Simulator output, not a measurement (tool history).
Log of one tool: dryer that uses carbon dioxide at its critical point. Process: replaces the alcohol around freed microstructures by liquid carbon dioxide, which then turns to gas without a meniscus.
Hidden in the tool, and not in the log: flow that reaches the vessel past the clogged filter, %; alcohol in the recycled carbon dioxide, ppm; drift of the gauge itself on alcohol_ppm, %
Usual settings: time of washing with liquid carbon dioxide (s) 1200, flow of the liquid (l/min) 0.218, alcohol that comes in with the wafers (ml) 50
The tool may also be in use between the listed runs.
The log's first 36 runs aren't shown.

run     day  time of washing with liquid carbon dioxide (s)  flow of the liquid (l/min)  alcohol that comes in with the wafers (ml)  hours of work since the filter was changed  hours of work since the purifier's bed was changed  alcohol left in the vessel before it's heated (ppm by volume)
 37  30.838                                            1320                       0.218                                          40                                         102                                                  20                                                             22
 38  31.729                                            1020                       0.218                                          20                                         112                                                  31                                                             38
 39  32.588                                            1920                       0.153                                          61                                         123                                                  41                                                             33
 40  33.192                                            1920                       0.232                                          36                                         130                                                  48                                                             12
 41  33.871                                            1320                       0.136                                          77                                         138                                                  57                                                            439
 42  34.633                                            1740                       0.250                                          50                                         148                                                  66                                                             11
 43  35.308                                             780                       0.218                                          57                                         156                                                  74                                                            464
 44  35.958                                            1500                       0.218                                          50                                         164                                                  82                                                             30
 45  36.488                                            1500                       0.190                                          21                                         170                                                  88                                                             33
 46  37.042                                            1500                       0.199                                          21                                         177                                                  95                                                             29

3 ways to go on from here, each from the tool as it stands after run 46. What would each give?
  A  37.983                                             780                       0.345                                          32                                         188                                                 106                                                              ?
  B  37.983                                             960                       0.335                                          36                                         188                                                 106                                                              ?
  C  37.983                                            1080                       0.317                                         106                                         188                                                 106                                                              ?

run  alcohol left in the vessel before it's heated (ppm by volume)
  A                                                             39
  B                                                             40
  C                                                             33
Without the tool's hidden state the same runs would have given:
run  alcohol left in the vessel before it's heated (ppm by volume)
  A                                                              8
  B                                                             10
  C                                                              3
